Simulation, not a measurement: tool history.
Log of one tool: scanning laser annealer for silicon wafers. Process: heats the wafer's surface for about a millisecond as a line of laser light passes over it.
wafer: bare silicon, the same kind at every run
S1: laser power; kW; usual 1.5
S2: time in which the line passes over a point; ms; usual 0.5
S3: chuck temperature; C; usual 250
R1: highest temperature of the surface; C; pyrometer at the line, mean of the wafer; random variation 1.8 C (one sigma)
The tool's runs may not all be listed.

Run 1, hour 0: usual settings. Result: R1 989 C.
Run 2, hour 13.8: usual settings. Result: R1 989 C.
Run 3, hour 23.5: usual settings. Result: R1 989 C.
Run 4, hour 37.9: usual settings. Result: R1 985 C.
Run 5, hour 48.8: usual settings. Result: R1 987 C.
Run 6, hour 67.2: usual settings. Result: R1 987 C.
Run 7, hour 79.1: usual settings but S3 256 C. Result: R1 987 C.
Run 8, hour 95.8: usual settings but S1 1.292 kW. Result: R1 854 C.
Run 9, hour 111.3: usual settings but S1 1.292 kW. Result: R1 854 C.
Run 10, hour 121: usual settings but S1 1.292 kW, S2 0.465 ms. Result: R1 824 C.
Run 11, hour 143.3: usual settings but S1 1.292 kW, S2 0.465 ms, S3 235 C. Result: R1 813 C.
At hour 164.5: optics aligned, line set to its width.
Run 12, hour 165.7: usual settings but S1 1.292 kW, S2 0.465 ms, S3 235 C. Result: R1 823 C.
Run 13, hour 180: usual settings but S1 1.292 kW, S2 0.465 ms, S3 235 C. Result: R1 820 C.
Run 14, hour 200.3: usual settings but S1 1.292 kW, S2 0.465 ms, S3 235 C. Result: R1 820 C.
Run 15, hour 214.6: usual settings. Result: R1 993 C.
Run 16, hour 227.5: usual settings but S2 0.546 ms. Result: R1 1033 C.
Run 17, hour 248.8: usual settings but S1 1.609 kW, S2 0.546 ms. Result: R1 1108 C.
Run 18, hour 264.5: usual settings but S1 1.609 kW, S2 0.546 ms. Result: R1 1102 C.
Run 19, hour 282.6: usual settings but S1 1.609 kW, S2 0.546 ms. Result: R1 1107 C.
Run 20, hour 298.3: usual settings but S3 272 C. Result: R1 1010 C.
Run 21, hour 312.7: usual settings but S3 272 C. Result: R1 1007 C.
Run 22, hour 327.7: usual settings but S1 1.316 kW, S2 0.462 ms, S3 279 C. Result: R1 870 C.
Run 23, hour 338.2: usual settings but S1 1.316 kW, S2 0.462 ms, S3 279 C. Result: R1 871 C.
Run 24, hour 350.9: usual settings but S1 1.374 kW, S2 0.39 ms, S3 256 C. Result: R1 821 C.
Run 25, hour 363: usual settings but S1 1.595 kW, S2 0.589 ms, S3 238 C. Result: R1 1113 C.
Run 26, hour 383.4: usual settings but S1 1.473 kW, S2 0.503 ms, S3 238 C. Result: R1 957 C.
Run 27, hour 395.3: usual settings but S1 1.475 kW, S2 0.503 ms, S3 214 C. Result: R1 932 C.
Run 28, hour 415.5: usual settings but S3 243 C. Result: R1 972 C.
Run 29, hour 427.4: usual settings but S1 1.582 kW, S2 0.426 ms, S3 242 C. Result: R1 953 C.
Run 30, hour 437.5: usual settings but S1 1.336 kW, S2 0.576 ms, S3 243 C. Result: R1 924 C.
Run 31, hour 447.3: usual settings but S1 1.336 kW, S2 0.576 ms, S3 243 C. Result: R1 922 C.
Run 32, hour 469.8: usual settings but S1 1.382 kW, S3 277 C. Result: R1 930 C.
Run 33, hour 491.5: usual settings but S1 1.296 kW, S2 0.414 ms, S3 241 C. Result: R1 778 C.
Run 34, hour 509.1: usual settings but S1 1.296 kW, S2 0.414 ms, S3 241 C. Result: R1 777 C.
Run 35, hour 518.5: usual settings but S1 1.391 kW, S2 0.579 ms, S3 224 C. Result: R1 942 C.
Run 36, hour 530.8: usual settings but S1 1.391 kW, S2 0.579 ms, S3 224 C. Result: R1 940 C.
At hour 535.8: window over the wafer cleaned.
Run 37, hour 545.7: usual settings but S1 1.391 kW, S2 0.579 ms, S3 224 C. Result: R1 989 C.
Run 38, hour 562: usual settings but S1 1.391 kW, S2 0.579 ms, S3 224 C. Result: R1 989 C.
Run 39, hour 581.4: usual settings but S1 1.391 kW, S2 0.579 ms, S3 224 C. Result: R1 986 C.
Run 40, hour 594.5: usual settings but S1 1.522 kW, S2 0.421 ms, S3 216 C. Result: R1 927 C.
Run 41, hour 616.1: usual settings but S1 1.522 kW, S2 0.421 ms, S3 216 C. Result: R1 925 C.

4 ways to go on from here, each from the tool as it stands after run 41. What would each give?
Run A, hour 637.2: usual settings but S1 1.552 kW, S2 0.421 ms, S3 259 C. Result: R1 ?.
Run B, hour 637.2: usual settings but S1 1.522 kW, S2 0.421 ms, S3 266 C. Result: R1 ?.
Run C, hour 637.2: usual settings but S1 1.522 kW, S2 0.436 ms, S3 216 C. Result: R1 ?.
Run D, hour 637.2: usual settings but S1 1.611 kW, S2 0.421 ms, S3 273 C. Result: R1 ?.

run    R1
  A   986
  B   971
  C   938
  D  1035
Without the tool's hidden state the same runs would have given:
run    R1
  A   993
  B   978
  C   946
  D  1043

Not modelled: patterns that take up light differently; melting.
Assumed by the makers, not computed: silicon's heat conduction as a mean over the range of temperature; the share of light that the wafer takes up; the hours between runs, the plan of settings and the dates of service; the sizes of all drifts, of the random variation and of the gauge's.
